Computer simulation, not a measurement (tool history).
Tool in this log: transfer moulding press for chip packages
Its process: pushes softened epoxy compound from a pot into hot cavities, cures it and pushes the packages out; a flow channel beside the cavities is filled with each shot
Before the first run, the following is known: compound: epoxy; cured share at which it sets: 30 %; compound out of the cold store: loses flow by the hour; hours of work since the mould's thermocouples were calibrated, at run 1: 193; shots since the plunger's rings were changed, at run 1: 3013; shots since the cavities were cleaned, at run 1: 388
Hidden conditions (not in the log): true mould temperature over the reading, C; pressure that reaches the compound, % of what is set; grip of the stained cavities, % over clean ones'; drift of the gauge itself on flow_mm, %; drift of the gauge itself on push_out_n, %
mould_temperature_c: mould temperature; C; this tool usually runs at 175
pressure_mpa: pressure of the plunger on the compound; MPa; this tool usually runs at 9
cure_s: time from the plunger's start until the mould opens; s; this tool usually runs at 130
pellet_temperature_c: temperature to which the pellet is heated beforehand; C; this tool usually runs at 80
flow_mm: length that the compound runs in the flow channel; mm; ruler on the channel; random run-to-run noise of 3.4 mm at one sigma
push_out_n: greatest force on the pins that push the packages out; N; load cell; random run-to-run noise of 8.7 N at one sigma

run     day  mould_temperature_c  pressure_mpa  cure_s  pellet_temperature_c  hours of work since the mould's thermocouples were calibrated  shots since the plunger's rings were changed  shots since the cavities were cleaned  incoming compound's hours out of the cold store  flow_mm  push_out_n
  1       0                  175             9     130                    80                                                            193                                          3013                                    388                                             14.4      536         633
  2   3.246                  174             9     130                    80                                                            227                                          3507                                    882                                             27.3      515         765
      3.958  -- cavities cleaned with cleaning compound and waxed
  3   7.021                  175             9     130                    75                                                            266                                          4072                                    466                                             23.6      520         606
     10.433  -- cavities cleaned with cleaning compound and waxed
  4  10.458                  175             9     130                    80                                                            302                                          4585                                      4                                             42.9      465         387
  5  14.221                  175             9     130                    80                                                            342                                          5158                                    577                                             40.6      471         646
     15.217  -- mould's thermocouples calibrated
  6  16.333                  175             9     130                    80                                                             12                                          5467                                    886                                             16.1      524         687
     17.167  -- cavities cleaned with cleaning compound and waxed
  7  19.304                  175             9     130                    80                                                             43                                          5909                                    325                                             21.9      512         573
     22.862  -- plunger's sealing rings changed
  8  23.038                  175             9     130                    80                                                             81                                            27                                    878                                             16.2      546         717
     23.679  -- cavities cleaned with cleaning compound and waxed
  9  26.129                  175             9     130                    80                                                            113                                           488                                    373                                             46.1      470         569
     30.071  -- cavities cleaned with cleaning compound and waxed
 10  30.071                  175             9     130                    80                                                            154                                          1078                                      0                                             38.2      485         397
 11  33.738                  175             9     130                    80                                                            193                                          1636                                    558                                             35.6      490         625
     36.546  -- cavities cleaned with cleaning compound and waxed
 12  37.692                  175             9     130                    80                                                            234                                          2228                                    174                                               37      489         507
 13  41.162                  175             9     130                    80                                                            270                                          2757                                    703                                               18      532         698
     42.904  -- cavities cleaned with cleaning compound and waxed
 14  44.062                  175             9     130                    80                                                            301                                          3189                                    177                                             11.8      543         537
 15   46.45                  179             9     127                    83                                                            326                                          3552                                    540                                             22.2      513         588
     49.004  -- mould's thermocouples calibrated
     49.608  -- cavities cleaned with cleaning compound and waxed
 16  49.742                  175          9.19     130                    75                                                              7                                          4030                                     20                                               40      483         390
 17  52.846                  175          9.19     130                    75                                                             40                                          4503                                    493                                               43      463         593
     55.983  -- cavities cleaned with cleaning compound and waxed
 18  56.783                  168          8.91     122                    82                                                             81                                          5093                                    122                                             44.2      474         791
 19  59.112                  168          9.95     139                    82                                                            106                                          5447                                    476                                             42.1      504         789
      62.35  -- cavities cleaned with cleaning compound and waxed
 20  63.154                  168          9.95     139                    82                                                            148                                          6053                                    123                                             20.2      571         641
      65.75  -- plunger's sealing rings changed
 21   65.75                  168          9.95     139                    82                                                            174                                             0                                    502                                              8.7      635         878
     68.871  -- cavities cleaned with cleaning compound and waxed
 22  69.262                  175         10.42     127                    81                                                            210                                           525                                     59                                             34.1      535         431
 23  73.233                  174          9.92     164                    77                                                            252                                          1130                                    664                                             35.8      519         570
     75.233  -- cavities cleaned with cleaning compound and waxed
 24  77.238                  173         10.23     151                    80                                                            294                                          1729                                    305                                               21      575         533
 25  80.346                  175             9     116                    80                                                            327                                          2202                                    778                                             14.5      543         829
     81.571  -- cavities cleaned with cleaning compound and waxed
     82.692  -- mould's thermocouples calibrated
 26  82.942                  167             9     112                    80                                                              3                                          2575                                    196                                             36.6      518        1101
 27  86.604                  167             9     112                    80                                                             41                                          3132                                    753                                               46      488        1428

Hidden condition of the tool, last listed run before each entry between runs versus first listed run after:
Run 2 -> run 3: cavities cleaned with cleaning compound and waxed (day 3.958)
  true mould temperature over the reading, C: -0.52 -> -0.62; pressure that reaches the compound, % of what is set: 93.94 -> 92.97; grip of the stained cavities, % over clean ones': 83.9 -> 57.8
  measured value less the no-hidden-state value, flow_mm: -15 -> -17 mm; push_out_n: +358 -> +231 N
Run 3 -> run 4: cavities cleaned with cleaning compound and waxed (day 10.433)
  true mould temperature over the reading, C: -0.62 -> -0.71; pressure that reaches the compound, % of what is set: 92.97 -> 92.13; grip of the stained cavities, % over clean ones': 57.8 -> 0.9
  measured value less the no-hidden-state value, flow_mm: -17 -> -17 mm; push_out_n: +231 -> +13 N
Run 5 -> run 6: mould's thermocouples calibrated (day 15.217)
  true mould temperature over the reading, C: -0.8 -> -0.01; pressure that reaches the compound, % of what is set: 91.17 -> 90.65; grip of the stained cavities, % over clean ones': 64 -> 80.1
  measured value less the no-hidden-state value, flow_mm: -20 -> -27 mm; push_out_n: +263 -> +307 N
Run 6 -> run 7: cavities cleaned with cleaning compound and waxed (day 17.167)
  true mould temperature over the reading, C: -0.01 -> -0.08; pressure that reaches the compound, % of what is set: 90.65 -> 89.9; grip of the stained cavities, % over clean ones': 80.1 -> 48.5
  measured value less the no-hidden-state value, flow_mm: -27 -> -28 mm; push_out_n: +307 -> +187 N
Run 7 -> run 8: plunger's sealing rings changed (day 22.862)
  true mould temperature over the reading, C: -0.08 -> -0.17; pressure that reaches the compound, % of what is set: 89.9 -> 99.36; grip of the stained cavities, % over clean ones': 48.5 -> 81.4
  measured value less the no-hidden-state value, flow_mm: -28 -> -1 mm; push_out_n: +187 -> +325 N
Run 8 -> run 9: cavities cleaned with cleaning compound and waxed (day 23.679)
  true mould temperature over the reading, C: -0.17 -> -0.24; pressure that reaches the compound, % of what is set: 99.36 -> 98.58; grip of the stained cavities, % over clean ones': 81.4 -> 52.5
  measured value less the no-hidden-state value, flow_mm: -1 -> -2 mm; push_out_n: +325 -> +198 N
Run 9 -> run 10: cavities cleaned with cleaning compound and waxed (day 30.071)
  true mould temperature over the reading, C: -0.24 -> -0.34; pressure that reaches the compound, % of what is set: 98.58 -> 97.64; grip of the stained cavities, % over clean ones': 52.5 -> 1.6
  measured value less the no-hidden-state value, flow_mm: -2 -> -5 mm; push_out_n: +198 -> +11 N
Run 11 -> run 12: cavities cleaned with cleaning compound and waxed (day 36.546)
  true mould temperature over the reading, C: -0.44 -> -0.54; pressure that reaches the compound, % of what is set: 96.76 -> 95.72; grip of the stained cavities, % over clean ones': 62.7 -> 30.1
  measured value less the no-hidden-state value, flow_mm: -6 -> -9 mm; push_out_n: +248 -> +126 N
Run 13 -> run 14: cavities cleaned with cleaning compound and waxed (day 42.904)
  true mould temperature over the reading, C: -0.63 -> -0.7; pressure that reaches the compound, % of what is set: 94.86 -> 94.12; grip of the stained cavities, % over clean ones': 74.6 -> 31.1
  measured value less the no-hidden-state value, flow_mm: -12 -> -14 mm; push_out_n: +305 -> +139 N
Run 15 -> run 16: mould's thermocouples calibrated (day 49.004); cavities cleaned with cleaning compound and waxed (day 49.608)
  true mould temperature over the reading, C: -0.77 -> 0.16; pressure that reaches the compound, % of what is set: 93.43 -> 92.6; grip of the stained cavities, % over clean ones': 65.1 -> 6.6
  measured value less the no-hidden-state value, flow_mm: -16 -> -19 mm; push_out_n: +238 -> +22 N
Run 17 -> run 18: cavities cleaned with cleaning compound and waxed (day 55.983)
  true mould temperature over the reading, C: 0.07 -> -0.04; pressure that reaches the compound, % of what is set: 91.85 -> 90.86; grip of the stained cavities, % over clean ones': 61.9 -> 22.1
  measured value less the no-hidden-state value, flow_mm: -21 -> -23 mm; push_out_n: +227 -> +146 N
Run 19 -> run 20: cavities cleaned with cleaning compound and waxed (day 62.35)
  true mould temperature over the reading, C: -0.1 -> -0.2; pressure that reaches the compound, % of what is set: 90.29 -> 89.22; grip of the stained cavities, % over clean ones': 59.6 -> 20
  measured value less the no-hidden-state value, flow_mm: -26 -> -32 mm; push_out_n: +297 -> +114 N
Run 20 -> run 21: plunger's sealing rings changed (day 65.75)
  true mould temperature over the reading, C: -0.2 -> -0.27; pressure that reaches the compound, % of what is set: 89.22 -> 99.58; grip of the stained cavities, % over clean ones': 20 -> 60.3
  measured value less the no-hidden-state value, flow_mm: -32 -> +0 mm; push_out_n: +114 -> +342 N
Run 21 -> run 22: cavities cleaned with cleaning compound and waxed (day 68.871)
  true mould temperature over the reading, C: -0.27 -> -0.36; pressure that reaches the compound, % of what is set: 99.58 -> 98.69; grip of the stained cavities, % over clean ones': 60.3 -> 9.2
  measured value less the no-hidden-state value, flow_mm: +0 -> -2 mm; push_out_n: +342 -> +41 N
Run 23 -> run 24: cavities cleaned with cleaning compound and waxed (day 75.233)
  true mould temperature over the reading, C: -0.46 -> -0.55; pressure that reaches the compound, % of what is set: 97.68 -> 96.59; grip of the stained cavities, % over clean ones': 67.3 -> 43.2
  measured value less the no-hidden-state value, flow_mm: -4 -> -8 mm; push_out_n: +231 -> +165 N
Run 25 -> run 26: cavities cleaned with cleaning compound and waxed (day 81.571); mould's thermocouples calibrated (day 82.692)
  true mould temperature over the reading, C: -0.62 -> 0.02; pressure that reaches the compound, % of what is set: 95.79 -> 95.13; grip of the stained cavities, % over clean ones': 76.2 -> 30.1
  measured value less the no-hidden-state value, flow_mm: -9 -> -13 mm; push_out_n: +376 -> +253 N
